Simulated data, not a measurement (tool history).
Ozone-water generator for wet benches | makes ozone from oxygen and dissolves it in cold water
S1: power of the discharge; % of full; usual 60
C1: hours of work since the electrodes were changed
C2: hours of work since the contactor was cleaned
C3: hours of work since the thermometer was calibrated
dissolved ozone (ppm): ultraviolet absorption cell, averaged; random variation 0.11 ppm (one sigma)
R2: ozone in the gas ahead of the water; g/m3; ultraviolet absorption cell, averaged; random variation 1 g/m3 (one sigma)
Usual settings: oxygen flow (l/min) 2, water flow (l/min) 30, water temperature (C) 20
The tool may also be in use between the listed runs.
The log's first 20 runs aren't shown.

At hour 2827.4: water thermometer calibrated, once more.
Run 21, hour 3006.6: usual settings but S1 83 % of full, oxygen flow (l/min) 2.3, water flow (l/min) 37, water temperature (C) 25; C1 7027; C2 3280; C3 175. Result: dissolved ozone (ppm) 5.3, R2 151.8 g/m3.
Run 22, hour 3113.4: usual settings but S1 83 % of full, oxygen flow (l/min) 2.3, water flow (l/min) 37, water temperature (C) 25; C1 7132; C2 3385; C3 280. Result: dissolved ozone (ppm) 5.4, R2 152.7 g/m3.
Run 23, hour 3263.7: usual settings but S1 70 % of full, oxygen flow (l/min) 1.34, water flow (l/min) 25, water temperature (C) 19; C1 7279; C2 3532; C3 427. Result: dissolved ozone (ppm) 6, R2 168.7 g/m3.
Run 24, hour 3430.7: usual settings but oxygen flow (l/min) 2.28, water flow (l/min) 35, water temperature (C) 17; C1 7442; C2 3695; C3 590. Result: dissolved ozone (ppm) 5.1, R2 129.6 g/m3.
Run 25, hour 3552.9: usual settings but oxygen flow (l/min) 2.28, water flow (l/min) 35, water temperature (C) 17; C1 7562; C2 3815; C3 709. Result: dissolved ozone (ppm) 5.3, R2 129.1 g/m3.
Run 26, hour 3650.7: usual settings but oxygen flow (l/min) 2.28, water flow (l/min) 35, water temperature (C) 17; C1 7657; C2 3910; C3 805. Result: dissolved ozone (ppm) 4.8, R2 130.4 g/m3.
Run 27, hour 3814.7: usual settings but S1 45 % of full, oxygen flow (l/min) 1.01, water flow (l/min) 35, water temperature (C) 18; C1 7818; C2 4071; C3 966. Result: dissolved ozone (ppm) 2.9, R2 149.3 g/m3.
Run 28, hour 3925.5: usual settings but S1 45 % of full, oxygen flow (l/min) 1.78, water flow (l/min) 35, water temperature (C) 22; C1 7926; C2 4179; C3 1074. Result: dissolved ozone (ppm) 3.7, R2 122 g/m3.
Run 29, hour 4021.3: usual settings but S1 45 % of full, oxygen flow (l/min) 1.78, water flow (l/min) 35, water temperature (C) 22; C1 8020; C2 4273; C3 1168. Result: dissolved ozone (ppm) 3.7, R2 123.6 g/m3.
Run 30, hour 4176.2: usual settings but S1 45 % of full, oxygen flow (l/min) 1.78, water flow (l/min) 35, water temperature (C) 22; C1 8171; C2 4424; C3 1319. Result: dissolved ozone (ppm) 3.8, R2 123.1 g/m3.
At hour 4260.5: electrodes of the discharge changed.
Run 31, hour 4315.2: usual settings but S1 45 % of full, oxygen flow (l/min) 1.78, water flow (l/min) 35, water temperature (C) 22; C1 53; C2 4554; C3 1449. Result: dissolved ozone (ppm) 4.7, R2 155.2 g/m3.
Run 32, hour 4421.5: usual settings but S1 61 % of full, oxygen flow (l/min) 1.78, water flow (l/min) 21, water temperature (C) 22; C1 157; C2 4658; C3 1553. Result: dissolved ozone (ppm) 9.7, R2 184.1 g/m3.

5 ways to go on from here, each from the tool as it stands after run 32. What would each give?
Run A, hour 4551.8: usual settings but oxygen flow (l/min) 1.48, water flow (l/min) 27; C1 285; C2 4786; C3 1680. Result: dissolved ozone (ppm) ?, R2 ?.
Run B, hour 4551.8: usual settings but S1 61 % of full, oxygen flow (l/min) 3.17, water flow (l/min) 26, water temperature (C) 22; C1 285; C2 4786; C3 1680. Result: dissolved ozone (ppm) ?, R2 ?.
Run C, hour 4551.8: usual settings but S1 50 % of full, oxygen flow (l/min) 1.78, water flow (l/min) 23, water temperature (C) 22; C1 285; C2 4786; C3 1680. Result: dissolved ozone (ppm) ?, R2 ?.
Run D, hour 4551.8: usual settings but water flow (l/min) 18, water temperature (C) 12; C1 285; C2 4786; C3 1680. Result: dissolved ozone (ppm) ?, R2 ?.
Run E, hour 4551.8: usual settings but S1 61 % of full, oxygen flow (l/min) 3.52, water flow (l/min) 21, water temperature (C) 22; C1 285; C2 4786; C3 1680. Result: dissolved ozone (ppm) ?, R2 ?.

run  dissolved ozone (ppm)     R2
  A                    6.8  194.8
  B                   10.1  150.4
  C                      8  163.3
  D                   12.9  172.9
  E                   12.7  146.9
Without the tool's hidden state the same runs would have given:
run  dissolved ozone (ppm)     R2
  A                      7  196.9
  B                   10.5    152
  C                    8.2  164.8
  D                   13.3  174.8
  E                     13  148.5
